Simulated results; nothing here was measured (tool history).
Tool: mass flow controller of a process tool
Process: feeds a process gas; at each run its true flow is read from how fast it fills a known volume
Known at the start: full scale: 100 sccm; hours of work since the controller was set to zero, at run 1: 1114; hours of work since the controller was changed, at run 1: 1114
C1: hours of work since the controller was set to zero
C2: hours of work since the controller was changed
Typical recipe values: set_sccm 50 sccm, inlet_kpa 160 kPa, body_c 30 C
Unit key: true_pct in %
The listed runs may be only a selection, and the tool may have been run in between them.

run 1 hour=0.0 | set_sccm=50 inlet_kpa=160 body_c=30 | C1=1114 C2=1114 | true_pct=99.91
run 2 hour=115.8 | set_sccm=50 inlet_kpa=160 body_c=30 | C1=1152 C2=1152 | true_pct=99.91
run 3 hour=244.9 | set_sccm=50 inlet_kpa=160 body_c=30 | C1=1193 C2=1193 | true_pct=100.08
run 4 hour=348.2 | set_sccm=50 inlet_kpa=160 body_c=30 | C1=1226 C2=1226 | true_pct=100.01
run 5 hour=450.6 | set_sccm=50 inlet_kpa=160 body_c=30 | C1=1259 C2=1259 | true_pct=99.93
run 6 hour=574.6 | set_sccm=50 inlet_kpa=160 body_c=30 | C1=1299 C2=1299 | true_pct=99.94
run 7 hour=693.9 | set_sccm=50 inlet_kpa=158 body_c=30 | C1=1337 C2=1337 | true_pct=99.92
run 8 hour=780.6 | set_sccm=50 inlet_kpa=158 body_c=30 | C1=1365 C2=1365 | true_pct=100.01
run 9 hour=875.0 | set_sccm=50 inlet_kpa=160 body_c=23 | C1=1396 C2=1396 | true_pct=99.25
run 10 hour=965.6 | set_sccm=50 inlet_kpa=160 body_c=23 | C1=1425 C2=1425 | true_pct=99.36
run 11 hour=1043.9 | set_sccm=50 inlet_kpa=160 body_c=23 | C1=1450 C2=1450 | true_pct=99.32
run 12 hour=1157.8 | set_sccm=50 inlet_kpa=160 body_c=23 | C1=1487 C2=1487 | true_pct=99.28
run 13 hour=1239.4 | set_sccm=48 inlet_kpa=160 body_c=23 | C1=1513 C2=1513 | true_pct=99.24
run 14 hour=1324.5 | set_sccm=50 inlet_kpa=160 body_c=28 | C1=1540 C2=1540 | true_pct=99.86
run 15 hour=1391.5 | set_sccm=50 inlet_kpa=160 body_c=28 | C1=1562 C2=1562 | true_pct=99.84
run 16 hour=1447.4 | set_sccm=50 inlet_kpa=160 body_c=28 | C1=1580 C2=1580 | true_pct=99.76
run 17 hour=1501.3 | set_sccm=25 inlet_kpa=160 body_c=28 | C1=1597 C2=1597 | true_pct=98.80
run 18 hour=1561.6 | set_sccm=25 inlet_kpa=160 body_c=28 | C1=1616 C2=1616 | true_pct=98.84
run 19 hour=1620.9 | set_sccm=25 inlet_kpa=160 body_c=28 | C1=1635 C2=1635 | true_pct=98.71
-- hour=1630.7 controller's zero set anew
run 20 hour=1720.0 | set_sccm=25 inlet_kpa=160 body_c=28 | C1=29 C2=1667 | true_pct=98.01
run 21 hour=1818.8 | set_sccm=50 inlet_kpa=160 body_c=31 | C1=60 C2=1699 | true_pct=99.76
run 22 hour=1915.1 | set_sccm=50 inlet_kpa=160 body_c=31 | C1=91 C2=1730 | true_pct=99.67
run 23 hour=2026.8 | set_sccm=50 inlet_kpa=160 body_c=31 | C1=127 C2=1766 | true_pct=99.72
run 24 hour=2109.3 | set_sccm=50 inlet_kpa=160 body_c=31 | C1=154 C2=1792 | true_pct=99.79
run 25 hour=2179.7 | set_sccm=18 inlet_kpa=160 body_c=22 | C1=177 C2=1815 | true_pct=96.30
-- hour=2239.3 controller's zero set anew, once more
run 26 hour=2281.1 | set_sccm=25 inlet_kpa=160 body_c=36 | C1=13 C2=1847 | true_pct=100.97
run 27 hour=2349.3 | set_sccm=25 inlet_kpa=160 body_c=36 | C1=35 C2=1869 | true_pct=101.03
run 28 hour=2463.1 | set_sccm=25 inlet_kpa=160 body_c=36 | C1=72 C2=1906 | true_pct=100.99
run 29 hour=2586.9 | set_sccm=25 inlet_kpa=160 body_c=36 | C1=112 C2=1946 | true_pct=100.84
run 30 hour=2691.4 | set_sccm=50 inlet_kpa=181 body_c=27 | C1=145 C2=1979 | true_pct=100.48
run 31 hour=2752.2 | set_sccm=14 inlet_kpa=279 body_c=24 | C1=165 C2=1999 | true_pct=99.63
run 32 hour=2879.6 | set_sccm=28 inlet_kpa=239 body_c=34 | C1=206 C2=2040 | true_pct=101.01
run 33 hour=2987.1 | set_sccm=28 inlet_kpa=239 body_c=34 | C1=240 C2=2074 | true_pct=100.93
run 34 hour=3057.6 | set_sccm=28 inlet_kpa=239 body_c=34 | C1=263 C2=2097 | true_pct=100.92
run 35 hour=3122.3 | set_sccm=13 inlet_kpa=160 body_c=27 | C1=284 C2=2118 | true_pct=99.58
run 36 hour=3248.3 | set_sccm=22 inlet_kpa=160 body_c=30 | C1=324 C2=2158 | true_pct=100.16
run 37 hour=3376.4 | set_sccm=21 inlet_kpa=150 body_c=34 | C1=366 C2=2200 | true_pct=100.60
run 38 hour=3440.4 | set_sccm=50 inlet_kpa=255 body_c=29 | C1=386 C2=2220 | true_pct=100.94
run 39 hour=3516.2 | set_sccm=10 inlet_kpa=214 body_c=37 | C1=411 C2=2245 | true_pct=100.32
run 40 hour=3639.4 | set_sccm=17 inlet_kpa=170 body_c=20 | C1=450 C2=2284 | true_pct=98.97
run 41 hour=3716.1 | set_sccm=17 inlet_kpa=174 body_c=21 | C1=475 C2=2309 | true_pct=99.11
run 42 hour=3834.7 | set_sccm=19 inlet_kpa=183 body_c=33 | C1=513 C2=2347 | true_pct=100.39
run 43 hour=3949.2 | set_sccm=42 inlet_kpa=278 body_c=30 | C1=550 C2=2384 | true_pct=101.03
run 44 hour=4056.6 | set_sccm=42 inlet_kpa=278 body_c=30 | C1=584 C2=2418 | true_pct=100.95
run 45 hour=4186.0 | set_sccm=42 inlet_kpa=278 body_c=30 | C1=626 C2=2460 | true_pct=100.92
run 46 hour=4292.0 | set_sccm=50 inlet_kpa=195 body_c=30 | C1=660 C2=2494 | true_pct=101.06

Some steps in true_pct, run to run, broken into two amounts with sign: the step expected even without the hidden condition (settings, incoming material, random variation), and the rest, left for the hidden condition together with whatever gauge scatter is not in both the measured and the hidden-condition-free result:
The hidden state here: flow at rest that the sensor doesn't see, % of full scale; true flow over the shown one, %; drift of the gauge itself on true_pct, %.
Run 20 -> 21: set_sccm 25 -> 50, body_c 28 -> 31. true_pct +1.75 %: hidden state +1.04, all else +0.71.
Run 24 -> 25: set_sccm 50 -> 18, body_c 31 -> 22. true_pct -3.49 %: hidden state -1.93, all else -1.56.
Run 25 -> 26: set_sccm 18 -> 25, body_c 22 -> 36, controller's zero set anew, once more. true_pct +4.67 %: hidden state +3.01, all else +1.66.

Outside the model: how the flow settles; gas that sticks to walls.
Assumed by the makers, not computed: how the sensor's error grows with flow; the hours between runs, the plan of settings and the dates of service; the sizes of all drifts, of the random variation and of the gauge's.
